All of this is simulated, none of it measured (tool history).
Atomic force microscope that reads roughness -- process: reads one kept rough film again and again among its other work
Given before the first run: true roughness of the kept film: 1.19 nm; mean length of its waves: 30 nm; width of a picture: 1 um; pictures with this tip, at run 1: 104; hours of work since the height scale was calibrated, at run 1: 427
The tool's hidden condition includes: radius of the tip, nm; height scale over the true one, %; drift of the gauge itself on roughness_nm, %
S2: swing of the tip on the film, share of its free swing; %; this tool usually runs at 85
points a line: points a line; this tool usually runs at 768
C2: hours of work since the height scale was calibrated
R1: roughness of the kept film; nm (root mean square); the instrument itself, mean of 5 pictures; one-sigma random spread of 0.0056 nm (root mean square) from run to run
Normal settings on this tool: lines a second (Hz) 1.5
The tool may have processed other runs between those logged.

run 1 hour=0 | lines_a_second_(Hz)=1.5 S2=85 points_a_line=768 | pictures_with_this_tip=104 C2=427 | R1=0.951
run 2 hour=21.3 | lines_a_second_(Hz)=1.5 S2=85 points_a_line=768 | pictures_with_this_tip=147 C2=442 | R1=0.941
run 3 hour=54.3 | lines_a_second_(Hz)=1.5 S2=60 points_a_line=768 | pictures_with_this_tip=215 C2=466 | R1=1.061
run 4 hour=74 | lines_a_second_(Hz)=1.5 S2=60 points_a_line=768 | pictures_with_this_tip=255 C2=480 | R1=1.059
-- hour=77.8 new tip fitted
run 5 hour=109.8 | lines_a_second_(Hz)=1.5 S2=85 points_a_line=768 | pictures_with_this_tip=66 C2=505 | R1=0.958
run 6 hour=130.9 | lines_a_second_(Hz)=1.5 S2=85 points_a_line=768 | pictures_with_this_tip=109 C2=520 | R1=0.956
run 7 hour=162.3 | lines_a_second_(Hz)=1.5 S2=85 points_a_line=768 | pictures_with_this_tip=173 C2=542 | R1=0.939
run 8 hour=197.3 | lines_a_second_(Hz)=2.13 S2=85 points_a_line=768 | pictures_with_this_tip=244 C2=567 | R1=0.872
-- hour=205.2 new tip fitted
run 9 hour=222.9 | lines_a_second_(Hz)=2.13 S2=85 points_a_line=768 | pictures_with_this_tip=36 C2=585 | R1=0.895
run 10 hour=253.6 | lines_a_second_(Hz)=1.5 S2=85 points_a_line=730 | pictures_with_this_tip=98 C2=606 | R1=0.945
run 11 hour=289.9 | lines_a_second_(Hz)=1.22 S2=85 points_a_line=730 | pictures_with_this_tip=173 C2=632 | R1=0.964
run 12 hour=319.3 | lines_a_second_(Hz)=1.5 S2=85 points_a_line=319 | pictures_with_this_tip=233 C2=653 | R1=0.927
-- hour=333.3 new tip fitted
run 13 hour=336.3 | lines_a_second_(Hz)=3.79 S2=85 points_a_line=768 | pictures_with_this_tip=6 C2=665 | R1=0.767
run 14 hour=366.5 | lines_a_second_(Hz)=3.79 S2=85 points_a_line=768 | pictures_with_this_tip=68 C2=686 | R1=0.763
run 15 hour=384.8 | lines_a_second_(Hz)=3.79 S2=85 points_a_line=768 | pictures_with_this_tip=105 C2=699 | R1=0.765
run 16 hour=412.8 | lines_a_second_(Hz)=3.79 S2=85 points_a_line=768 | pictures_with_this_tip=162 C2=719 | R1=0.746
run 17 hour=447.4 | lines_a_second_(Hz)=3.79 S2=85 points_a_line=768 | pictures_with_this_tip=233 C2=744 | R1=0.749
-- hour=459.4 new tip fitted
run 18 hour=465.5 | lines_a_second_(Hz)=1.5 S2=85 points_a_line=768 | pictures_with_this_tip=12 C2=756 | R1=0.955
run 19 hour=501.1 | lines_a_second_(Hz)=1.5 S2=85 points_a_line=768 | pictures_with_this_tip=85 C2=782 | R1=0.964
run 20 hour=537.9 | lines_a_second_(Hz)=1.5 S2=85 points_a_line=768 | pictures_with_this_tip=160 C2=808 | R1=0.938
run 21 hour=565.9 | lines_a_second_(Hz)=1.5 S2=85 points_a_line=768 | pictures_with_this_tip=217 C2=828 | R1=0.929
-- hour=587.7 new tip fitted
run 22 hour=602.9 | lines_a_second_(Hz)=1.5 S2=85 points_a_line=768 | pictures_with_this_tip=32 C2=854 | R1=0.964
run 23 hour=638.7 | lines_a_second_(Hz)=1.5 S2=85 points_a_line=768 | pictures_with_this_tip=105 C2=879 | R1=0.945
run 24 hour=669.9 | lines_a_second_(Hz)=1.5 S2=85 points_a_line=768 | pictures_with_this_tip=168 C2=901 | R1=0.936
run 25 hour=687.8 | lines_a_second_(Hz)=1.5 S2=85 points_a_line=768 | pictures_with_this_tip=205 C2=914 | R1=0.938
run 26 hour=707.8 | lines_a_second_(Hz)=1.5 S2=85 points_a_line=768 | pictures_with_this_tip=246 C2=928 | R1=0.93
-- hour=713.6 new tip fitted
run 27 hour=727.7 | lines_a_second_(Hz)=3.46 S2=76 points_a_line=480 | pictures_with_this_tip=29 C2=942 | R1=0.89
run 28 hour=745.5 | lines_a_second_(Hz)=1.5 S2=72 points_a_line=768 | pictures_with_this_tip=66 C2=955 | R1=1.031
run 29 hour=773.7 | lines_a_second_(Hz)=1.5 S2=72 points_a_line=768 | pictures_with_this_tip=123 C2=975 | R1=1.025
run 30 hour=799.2 | lines_a_second_(Hz)=1.5 S2=72 points_a_line=768 | pictures_with_this_tip=175 C2=993 | R1=1.014
run 31 hour=824 | lines_a_second_(Hz)=0.8 S2=59 points_a_line=768 | pictures_with_this_tip=226 C2=1011 | R1=1.079
-- hour=839.3 new tip fitted
run 32 hour=851.7 | lines_a_second_(Hz)=0.8 S2=70 points_a_line=879 | pictures_with_this_tip=25 C2=1030 | R1=1.083
run 33 hour=874.8 | lines_a_second_(Hz)=3.22 S2=79 points_a_line=420 | pictures_with_this_tip=73 C2=1046 | R1=0.861
run 34 hour=898.8 | lines_a_second_(Hz)=3.22 S2=79 points_a_line=420 | pictures_with_this_tip=122 C2=1063 | R1=0.856
run 35 hour=929.8 | lines_a_second_(Hz)=1.84 S2=71 points_a_line=901 | pictures_with_this_tip=185 C2=1085 | R1=1.006
-- hour=966.7 new tip fitted
run 36 hour=966.7 | lines_a_second_(Hz)=1.18 S2=83 points_a_line=587 | pictures_with_this_tip=0 C2=1111 | R1=1.007
run 37 hour=993.7 | lines_a_second_(Hz)=1.28 S2=85 points_a_line=299 | pictures_with_this_tip=55 C2=1131 | R1=0.966
run 38 hour=1018.7 | lines_a_second_(Hz)=1.28 S2=85 points_a_line=299 | pictures_with_this_tip=106 C2=1148 | R1=0.959
run 39 hour=1039.8 | lines_a_second_(Hz)=1.28 S2=85 points_a_line=262 | pictures_with_this_tip=150 C2=1163 | R1=0.956
run 40 hour=1055.6 | lines_a_second_(Hz)=1.5 S2=61 points_a_line=288 | pictures_with_this_tip=182 C2=1175 | R1=1.049
run 41 hour=1075.1 | lines_a_second_(Hz)=1.5 S2=61 points_a_line=288 | pictures_with_this_tip=222 C2=1188 | R1=1.035
-- hour=1093.6 new tip fitted
run 42 hour=1102.2 | lines_a_second_(Hz)=1.5 S2=61 points_a_line=288 | pictures_with_this_tip=18 C2=1207 | R1=1.093
run 43 hour=1130.1 | lines_a_second_(Hz)=3.98 S2=57 points_a_line=459 | pictures_with_this_tip=75 C2=1227 | R1=1.03
run 44 hour=1155.8 | lines_a_second_(Hz)=1.5 S2=59 points_a_line=768 | pictures_with_this_tip=127 C2=1245 | R1=1.077
run 45 hour=1189.1 | lines_a_second_(Hz)=3.31 S2=79 points_a_line=279 | pictures_with_this_tip=195 C2=1269 | R1=0.831
run 46 hour=1214.1 | lines_a_second_(Hz)=0.78 S2=79 points_a_line=894 | pictures_with_this_tip=246 C2=1287 | R1=1.024
-- hour=1220.6 new tip fitted
run 47 hour=1240.6 | lines_a_second_(Hz)=1.5 S2=83 points_a_line=768 | pictures_with_this_tip=41 C2=1305 | R1=0.966
run 48 hour=1267.8 | lines_a_second_(Hz)=1.5 S2=83 points_a_line=768 | pictures_with_this_tip=96 C2=1325 | R1=0.959
run 49 hour=1303.2 | lines_a_second_(Hz)=2.36 S2=72 points_a_line=633 | pictures_with_this_tip=168 C2=1350 | R1=0.961

Selected run-to-run steps in R1, each split into two signed amounts: the part the tool would show with no hidden state at all (from settings, incoming material and random variation), and the remainder, which goes to the hidden state together with any gauge scatter not common to the measured and the hidden-state-free results:
Run 4 -> 5: S2 60 -> 85, new tip fitted. R1 -0.101 nm (root mean square): hidden state +0.041, all else -0.142.
Run 12 -> 13: lines a second (Hz) 1.5 -> 3.79, points a line 319 -> 768, new tip fitted. R1 -0.16 nm (root mean square): hidden state +0.036, all else -0.196.
Run 17 -> 18: lines a second (Hz) 3.79 -> 1.5, new tip fitted. R1 +0.206 nm (root mean square): hidden state +0.027, all else +0.179.
Run 31 -> 32: S2 59 -> 70, points a line 768 -> 879, new tip fitted. R1 +0.004 nm (root mean square): hidden state +0.039, all else -0.035.
Run 32 -> 33: lines a second (Hz) 0.8 -> 3.22, S2 70 -> 79, points a line 879 -> 420. R1 -0.222 nm (root mean square): hidden state -0.005, all else -0.217.
Run 44 -> 45: lines a second (Hz) 1.5 -> 3.31, S2 59 -> 79, points a line 768 -> 279. R1 -0.246 nm (root mean square): hidden state -0.003, all else -0.243.
